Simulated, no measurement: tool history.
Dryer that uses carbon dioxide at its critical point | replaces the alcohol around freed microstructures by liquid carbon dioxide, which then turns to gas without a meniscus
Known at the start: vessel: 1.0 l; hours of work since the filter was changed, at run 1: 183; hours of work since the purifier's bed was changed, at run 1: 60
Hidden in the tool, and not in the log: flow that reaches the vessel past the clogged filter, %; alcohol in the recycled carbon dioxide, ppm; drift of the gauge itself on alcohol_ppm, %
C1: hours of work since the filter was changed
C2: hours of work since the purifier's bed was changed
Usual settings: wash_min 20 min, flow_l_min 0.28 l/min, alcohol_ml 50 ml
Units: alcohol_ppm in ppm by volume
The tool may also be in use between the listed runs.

Run 1, hour 0: usual settings; C1 183; C2 60. Result: alcohol_ppm 426 ppm by volume.
Run 2, hour 6: usual settings; C1 187; C2 63. Result: alcohol_ppm 434 ppm by volume.
Run 3, hour 15.9: usual settings but alcohol_ml 45 ml; C1 194; C2 70. Result: alcohol_ppm 416 ppm by volume.
Run 4, hour 24.5: usual settings but alcohol_ml 45 ml; C1 199; C2 75. Result: alcohol_ppm 401 ppm by volume.
Run 5, hour 30.3: usual settings but flow_l_min 0.373 l/min, alcohol_ml 45 ml; C1 203; C2 79. Result: alcohol_ppm 90 ppm by volume.
Run 6, hour 40.3: usual settings but flow_l_min 0.373 l/min, alcohol_ml 45 ml; C1 209; C2 85. Result: alcohol_ppm 97 ppm by volume.
Run 7, hour 50.8: usual settings but flow_l_min 0.373 l/min, alcohol_ml 45 ml; C1 216; C2 92. Result: alcohol_ppm 94 ppm by volume.
Run 8, hour 57.3: usual settings but flow_l_min 0.373 l/min, alcohol_ml 45 ml; C1 220; C2 96. Result: alcohol_ppm 93 ppm by volume.
Run 9, hour 62.3: usual settings but alcohol_ml 94 ml; C1 223; C2 99. Result: alcohol_ppm 881 ppm by volume.
Run 10, hour 67.5: usual settings but alcohol_ml 94 ml; C1 226; C2 103. Result: alcohol_ppm 863 ppm by volume.
Run 11, hour 78: usual settings but alcohol_ml 68 ml; C1 233; C2 109. Result: alcohol_ppm 655 ppm by volume.
Run 12, hour 88.5: usual settings but wash_min 19 min, flow_l_min 0.228 l/min, alcohol_ml 102 ml; C1 240; C2 116. Result: alcohol_ppm 2834 ppm by volume.
Run 13, hour 94.5: usual settings but wash_min 19 min, flow_l_min 0.228 l/min, alcohol_ml 102 ml; C1 244; C2 120. Result: alcohol_ppm 2904 ppm by volume.
Run 14, hour 105.6: usual settings but wash_min 19 min, flow_l_min 0.228 l/min, alcohol_ml 102 ml; C1 251; C2 127. Result: alcohol_ppm 2888 ppm by volume.
Run 15, hour 116.4: usual settings but flow_l_min 0.232 l/min, alcohol_ml 37 ml; C1 258; C2 134. Result: alcohol_ppm 873 ppm by volume.
Run 16, hour 122.2: usual settings but flow_l_min 0.243 l/min; C1 261; C2 137. Result: alcohol_ppm 939 ppm by volume.
Run 17, hour 127: usual settings but alcohol_ml 41 ml; C1 264; C2 141. Result: alcohol_ppm 428 ppm by volume.
Run 18, hour 137.3: usual settings but alcohol_ml 41 ml; C1 271; C2 147. Result: alcohol_ppm 437 ppm by volume.
Run 19, hour 145.7: usual settings but wash_min 15 min, flow_l_min 0.32 l/min, alcohol_ml 54 ml; C1 276; C2 152. Result: alcohol_ppm 1072 ppm by volume.

Some steps in alcohol_ppm between neighbouring runs. How much of each would the tool show without its hidden state too (settings, what came in, random variation), and how much is left for the hidden state, with any gauge scatter that isn't in both results?
Run 11 -> 12: wash_min 20 -> 19, flow_l_min 0.28 -> 0.228, alcohol_ml 68 -> 102. alcohol_ppm +2179 ppm by volume: hidden state +748, all else +1431.
